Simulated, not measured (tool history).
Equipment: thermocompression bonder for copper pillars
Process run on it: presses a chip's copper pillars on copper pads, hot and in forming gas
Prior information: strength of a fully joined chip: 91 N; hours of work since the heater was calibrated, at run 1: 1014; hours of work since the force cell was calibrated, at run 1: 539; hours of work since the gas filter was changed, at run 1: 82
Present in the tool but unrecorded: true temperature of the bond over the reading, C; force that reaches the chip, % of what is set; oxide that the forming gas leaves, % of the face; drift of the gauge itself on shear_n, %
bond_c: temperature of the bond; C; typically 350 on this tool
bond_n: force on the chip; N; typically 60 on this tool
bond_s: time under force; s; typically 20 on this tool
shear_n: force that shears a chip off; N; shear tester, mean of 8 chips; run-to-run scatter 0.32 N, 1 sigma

| run | day | bond_c | bond_n | bond_s | hours of work since the heater was calibrated | hours of work since the force cell was calibrated | hours of work since the gas filter was changed | shear_n |
|---|---|---|---|---|---|---|---|---|
| 1 | 0 | 350 | 60 | 20 | 1014 | 539 | 82 | 64.9 |
| 2 | 0.683 | 350 | 60 | 20 | 1021 | 546 | 88 | 64.6 |
| 3 | 1.292 | 350 | 60 | 20 | 1027 | 552 | 94 | 64.9 |
| 4 | 2.504 | 350 | 60 | 22 | 1039 | 563 | 106 | 65.4 |
| 5 | 3.733 | 350 | 60 | 22 | 1051 | 576 | 118 | 65.5 |
| 6 | 4.608 | 350 | 60 | 22 | 1059 | 584 | 127 | 64.6 |
| 7 | 6.062 | 350 | 60 | 20 | 1074 | 598 | 141 | 63.3 |
| 8 | 7.275 | 350 | 60 | 20 | 1086 | 610 | 153 | 63.1 |
| 9 | 8.171 | 348 | 60 | 20 | 1094 | 619 | 162 | 62.4 |
| 10 | 8.992 | 350 | 60 | 20 | 1102 | 627 | 170 | 62.4 |
| 11 | 10.362 | 350 | 60 | 20 | 1116 | 640 | 183 | 62.6 |
| 12 | 11.588 | 350 | 60 | 45 | 1128 | 652 | 195 | 73.3 |
| 13 | 12.762 | 350 | 60 | 45 | 1139 | 664 | 207 | 73.2 |
| 14 | 13.596 | 350 | 60 | 20 | 1147 | 672 | 215 | 62 |
| 15 | 14.233 | 350 | 60 | 20 | 1154 | 678 | 221 | 62.5 |
| 16 | 15.65 | 350 | 60 | 20 | 1168 | 692 | 235 | 61.2 |
|  | 15.833 | heater calibrated with a thermocouple chip |
| 17 | 16.425 | 350 | 60 | 20 | 6 | 699 | 242 | 60.6 |
| 18 | 17.717 | 350 | 60 | 19 | 18 | 712 | 254 | 59.7 |
|  | 18.508 | heater calibrated with a thermocouple chip, once more |
| 19 | 18.7 | 350 | 60 | 19 | 2 | 720 | 263 | 62 |

What does the tool deliver on the next run?
| 20 | 19.667 | 350 | 60 | 19 | 11 | 730 | 273 | ? |

Run 20 yielded shear_n 61.4 N.
Were there no unlogged condition in the tool, this run, its random variation unchanged, would have produced shear_n 65.6 N.
